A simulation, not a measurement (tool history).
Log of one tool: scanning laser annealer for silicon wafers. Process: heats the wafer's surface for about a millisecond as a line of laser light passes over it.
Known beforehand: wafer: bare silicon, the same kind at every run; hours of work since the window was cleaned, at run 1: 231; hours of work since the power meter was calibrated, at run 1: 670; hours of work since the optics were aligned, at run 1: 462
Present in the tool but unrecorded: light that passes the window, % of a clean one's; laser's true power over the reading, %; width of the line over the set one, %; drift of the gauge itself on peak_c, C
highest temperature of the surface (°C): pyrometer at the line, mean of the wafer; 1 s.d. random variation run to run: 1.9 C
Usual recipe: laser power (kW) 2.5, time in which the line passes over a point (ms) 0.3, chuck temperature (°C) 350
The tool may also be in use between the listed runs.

run,day,laser power (kW),time in which the line passes over a point (ms),chuck temperature (°C),hours of work since the window was cleaned,hours of work since the power meter was calibrated,hours of work since the optics were aligned,highest temperature of the surface (°C)
1,0,2.5,0.3,350,231,670,462,1172
2,0.708,2.5,0.3,350,244,683,475,1174
3,1.467,2.5,0.3,350,258,696,488,1174
4,1.975,2.5,0.3,350,267,705,497,1168
5,2.542,2.5,0.3,360,277,715,507,1181
6,3.408,2.5,0.3,350,292,731,523,1169
7,4.012,2.5,0.3,350,303,742,534,1170
8,4.875,2.5,0.34,350,319,757,549,1227
9,5.396,2.5,0.3,350,328,766,559,1168
10,5.921,2.5,0.27,350,337,776,568,1122
11,6.454,2.5,0.27,350,347,785,577,1125
12,7.3,2.5,0.27,350,362,800,593,1120
13,7.975,2.5,0.27,350,374,813,605,1124
14,8.525,2.5,0.27,350,384,822,614,1122
15,9.046,2.5,0.27,350,393,832,624,1119
16,9.588,2.5,0.27,350,403,841,633,1121
17,10.429,2.5,0.3,350,418,856,648,1166
18,11.408,2.5,0.3,350,435,874,666,1164
19,12.158,2.5,0.3,350,449,887,679,1163
20,12.762,2.5,0.3,350,460,898,690,1164
21,13.533,2.5,0.3,350,473,912,704,1163
22,14.2,2.5,0.3,350,485,924,716,1162
23,15.254,2.5,0.3,350,504,943,735,1161
24,16.321,2.746,0.271,350,523,962,754,1191
25,16.754,2.251,0.271,318,531,969,762,1007
26,17.775,2.251,0.271,318,549,988,780,1006
27,18.821,2.295,0.212,350,568,1006,799,965
28,19.325,2.51,0.225,317,577,1015,808,1012
29,19.875,2.311,0.3,346,587,1025,817,1092
30,20.492,2.548,0.243,350,598,1036,828,1083
# day 20.988: window over the wafer cleaned
31,21.258,2.548,0.243,350,5,1049,841,1104
32,22.296,2.548,0.243,350,23,1067,859,1103
33,23.308,2.347,0.314,350,42,1085,877,1148
34,23.95,2.317,0.287,350,53,1097,889,1098
35,24.475,2.748,0.284,365,62,1106,898,1244
36,25.442,2.33,0.293,365,80,1123,915,1125
37,26.504,2.33,0.293,365,99,1142,934,1125
38,26.979,2.257,0.3,374,107,1151,943,1121
39,27.471,2.248,0.322,350,116,1160,952,1123
40,28.288,2.5,0.307,352,131,1174,966,1185
41,29.296,2.331,0.3,329,149,1192,984,1096
42,30.129,2.5,0.283,350,164,1207,999,1145

Here are 3 independent what-if runs from the current tool condition. What would each one return?
A,30.929,2.341,0.226,325,178,1221,1014,?
B,30.929,2.241,0.21,383,178,1221,1014,?
C,30.929,2.5,0.267,316,178,1221,1014,?

run,highest temperature of the surface (°C)
A,986
B,988
C,1090
With no hidden state in the tool, these same runs would have given:
run,highest temperature of the surface (°C)
A,1000
B,1002
C,1106
